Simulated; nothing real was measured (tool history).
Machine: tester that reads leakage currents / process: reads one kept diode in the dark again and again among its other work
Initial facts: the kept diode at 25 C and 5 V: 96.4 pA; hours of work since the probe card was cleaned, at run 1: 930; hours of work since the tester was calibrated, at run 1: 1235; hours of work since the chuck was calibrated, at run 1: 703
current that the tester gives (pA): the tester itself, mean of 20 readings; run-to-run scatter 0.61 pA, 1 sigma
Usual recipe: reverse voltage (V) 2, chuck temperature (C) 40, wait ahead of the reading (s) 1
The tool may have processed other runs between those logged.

run	hour	reverse voltage (V)	chuck temperature (C)	wait ahead of the reading (s)	hours of work since the probe card was cleaned	hours of work since the tester was calibrated	hours of work since the chuck was calibrated	current that the tester gives (pA)
1	0	2	40	1	930	1235	703	202.78
2	25.1	2	40	1	943	1247	716	201.45
3	74.6	2	40	1	967	1271	740	202.25
4	114.9	2	40	1	986	1291	759	201.75
5	149.2	2	23	1	1003	1307	776	62.48
6	207.2	2	23	1	1031	1336	804	62.62
7	240.1	2	23	1	1047	1352	820	61.8
8	281.7	2	23	1	1068	1372	840	62.48
9	332.3	2	23	1	1092	1396	865	62.44
10	364	2	23	1	1108	1412	880	62.65
11	417	2	49	0.53	1133	1438	906	359.65
12	447.2	2	57	1	1148	1452	921	582.74
13	496.4	6.64	40	2.03	1172	1476	945	301.55
14	530.4	6.64	23	8.7	1189	1493	962	91.5
15	576.8	3.08	40	1.18	1211	1516	984	232.7
16	634	10.21	40	2.29	1239	1543	1012	344.67
17	681.8	10.21	53	2.29	1262	1567	1035	785.67
18	710.9	10.01	40	2.6	1277	1581	1049	343.16
19	739.3	16.92	40	1.41	1290	1595	1063	407.91

Forecast each of these 5 alternatives for the next run:
A	796.3	2	20	1	1318	1622	1091	?
B	796.3	6.38	40	5.1	1318	1622	1091	?
C	796.3	12.66	30	9.32	1318	1622	1091	?
D	796.3	16.92	41	1.41	1318	1622	1091	?
E	796.3	16.92	40	0.52	1318	1622	1091	?

run	current that the tester gives (pA)
A	50.14
B	295.98
C	187.69
D	432.46
E	415.94
The same runs, with their run-to-run variation unchanged, on a tool lacking any hidden condition would have given:
run	current that the tester gives (pA)
A	50.21
B	296.36
C	187.9
D	432.97
E	416.41
